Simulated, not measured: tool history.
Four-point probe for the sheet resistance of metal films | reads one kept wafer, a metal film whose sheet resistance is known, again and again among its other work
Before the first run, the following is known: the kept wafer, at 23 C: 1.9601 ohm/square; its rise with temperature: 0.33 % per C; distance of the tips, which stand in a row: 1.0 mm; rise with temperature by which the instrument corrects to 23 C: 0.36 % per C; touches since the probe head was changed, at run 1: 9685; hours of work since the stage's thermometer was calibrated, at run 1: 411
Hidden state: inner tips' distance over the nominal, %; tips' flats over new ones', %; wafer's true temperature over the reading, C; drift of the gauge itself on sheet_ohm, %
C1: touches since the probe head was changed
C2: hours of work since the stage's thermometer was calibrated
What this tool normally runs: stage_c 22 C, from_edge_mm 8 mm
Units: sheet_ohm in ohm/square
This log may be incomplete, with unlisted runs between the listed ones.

Run 1, hour 0.0: usual settings; C1 9685; C2 411. Result: sheet_ohm 1.967681 ohm/square.
Run 2, hour 19.0: usual settings; C1 9883; C2 418. Result: sheet_ohm 1.966923 ohm/square.
Run 3, hour 35.5: usual settings but stage_c 28 C; C1 10055; C2 425. Result: sheet_ohm 1.965577 ohm/square.
Run 4, hour 62.9: usual settings but stage_c 28 C; C1 10339; C2 437. Result: sheet_ohm 1.965651 ohm/square.
Run 5, hour 83.4: usual settings but stage_c 28 C; C1 10552; C2 445. Result: sheet_ohm 1.965682 ohm/square.
Run 6, hour 103.5: usual settings; C1 10761; C2 454. Result: sheet_ohm 1.968269 ohm/square.
Run 7, hour 123.1: usual settings; C1 10965; C2 462. Result: sheet_ohm 1.968085 ohm/square.
Run 8, hour 151.3: usual settings; C1 11258; C2 474. Result: sheet_ohm 1.968271 ohm/square.
Run 9, hour 175.3: usual settings; C1 11507; C2 483. Result: sheet_ohm 1.968342 ohm/square.
Run 10, hour 215.5: usual settings; C1 11925; C2 500. Result: sheet_ohm 1.968510 ohm/square.
Run 11, hour 253.7: usual settings but from_edge_mm 4 mm; C1 12322; C2 516. Result: sheet_ohm 2.015287 ohm/square.
Run 12, hour 283.6: usual settings but stage_c 24 C, from_edge_mm 4 mm; C1 12633; C2 529. Result: sheet_ohm 2.014629 ohm/square.
Run 13, hour 309.6: usual settings; C1 12903; C2 539. Result: sheet_ohm 1.968697 ohm/square.
Run 14, hour 346.8: usual settings; C1 13289; C2 555. Result: sheet_ohm 1.968327 ohm/square.
Run 15, hour 383.0: usual settings; C1 13666; C2 570. Result: sheet_ohm 1.968545 ohm/square.
Run 16, hour 420.6: usual settings; C1 14056; C2 586. Result: sheet_ohm 1.968527 ohm/square.
Run 17, hour 454.8: usual settings; C1 14412; C2 600. Result: sheet_ohm 1.968094 ohm/square.
Run 18, hour 479.0: usual settings; C1 14664; C2 610. Result: sheet_ohm 1.969040 ohm/square.
Run 19, hour 503.7: usual settings; C1 14920; C2 620. Result: sheet_ohm 1.967600 ohm/square.
Run 20, hour 542.3: usual settings; C1 15321; C2 636. Result: sheet_ohm 1.967770 ohm/square.
Run 21, hour 566.2: usual settings; C1 15570; C2 646. Result: sheet_ohm 1.968920 ohm/square.
Run 22, hour 583.9: usual settings but stage_c 23 C; C1 15754; C2 654. Result: sheet_ohm 1.967830 ohm/square.
Run 23, hour 604.8: usual settings but stage_c 23 C, from_edge_mm 5 mm; C1 15971; C2 662. Result: sheet_ohm 1.993345 ohm/square.
Run 24, hour 639.6: usual settings but stage_c 33 C, from_edge_mm 25 mm; C1 16333; C2 677. Result: sheet_ohm 1.948588 ohm/square.
Run 25, hour 667.4: usual settings but stage_c 30 C, from_edge_mm 5 mm; C1 16621; C2 688. Result: sheet_ohm 1.989680 ohm/square.
Run 26, hour 695.5: usual settings but stage_c 30 C, from_edge_mm 5 mm; C1 16914; C2 700. Result: sheet_ohm 1.989628 ohm/square.
Run 27, hour 730.2: usual settings but stage_c 30 C, from_edge_mm 5 mm; C1 17274; C2 714. Result: sheet_ohm 1.989883 ohm/square.
Run 28, hour 754.5: usual settings but stage_c 30 C, from_edge_mm 5 mm; C1 17527; C2 725. Result: sheet_ohm 1.989672 ohm/square.
Run 29, hour 782.9: usual settings but stage_c 31 C, from_edge_mm 23 mm; C1 17822; C2 736. Result: sheet_ohm 1.950720 ohm/square.
Run 30, hour 805.6: usual settings but stage_c 19 C, from_edge_mm 6 mm; C1 18058; C2 746. Result: sheet_ohm 1.981969 ohm/square.
Run 31, hour 833.8: usual settings but stage_c 27 C, from_edge_mm 67 mm; C1 18351; C2 758. Result: sheet_ohm 1.950668 ohm/square.
Run 32, hour 864.5: usual settings but stage_c 24 C, from_edge_mm 19 mm; C1 18671; C2 770. Result: sheet_ohm 1.953448 ohm/square.
Run 33, hour 901.5: usual settings but stage_c 23 C, from_edge_mm 30 mm; C1 19054; C2 786. Result: sheet_ohm 1.953250 ohm/square.
Run 34, hour 924.4: usual settings but stage_c 21 C, from_edge_mm 30 mm; C1 19293; C2 795. Result: sheet_ohm 1.954575 ohm/square.
Run 35, hour 941.6: usual settings but stage_c 21 C, from_edge_mm 30 mm; C1 19472; C2 802. Result: sheet_ohm 1.953677 ohm/square.
Run 36, hour 964.4: usual settings but stage_c 21 C, from_edge_mm 30 mm; C1 19709; C2 812. Result: sheet_ohm 1.953707 ohm/square.
Run 37, hour 1002.8: usual settings but stage_c 21 C, from_edge_mm 30 mm; C1 20108; C2 828. Result: sheet_ohm 1.953896 ohm/square.
Run 38, hour 1019.5: usual settings but stage_c 20 C, from_edge_mm 12 mm; C1 20282; C2 835. Result: sheet_ohm 1.960473 ohm/square.
Run 39, hour 1042.3: usual settings but from_edge_mm 4 mm; C1 20518; C2 844. Result: sheet_ohm 2.016580 ohm/square.
Run 40, hour 1069.5: usual settings but stage_c 27 C, from_edge_mm 19 mm; C1 20801; C2 856. Result: sheet_ohm 1.952177 ohm/square.
Run 41, hour 1099.8: usual settings but stage_c 24 C, from_edge_mm 74 mm; C1 21116; C2 868. Result: sheet_ohm 1.952105 ohm/square.
Run 42, hour 1123.6: usual settings but stage_c 27 C, from_edge_mm 5 mm; C1 21363; C2 878. Result: sheet_ohm 1.990379 ohm/square.
Run 43, hour 1144.3: usual settings but stage_c 27 C, from_edge_mm 5 mm; C1 21578; C2 887. Result: sheet_ohm 1.991507 ohm/square.

Expected results for the next run?
Run 44, hour 1167.4: usual settings but stage_c 30 C, from_edge_mm 11 mm; C1 21819; C2 896. Result: sheet_ohm ?.

{"run 44": {"sheet_ohm": 1.957427}}
Without the tool's hidden state the same run would have given sheet_ohm 1.965660 ohm/square.
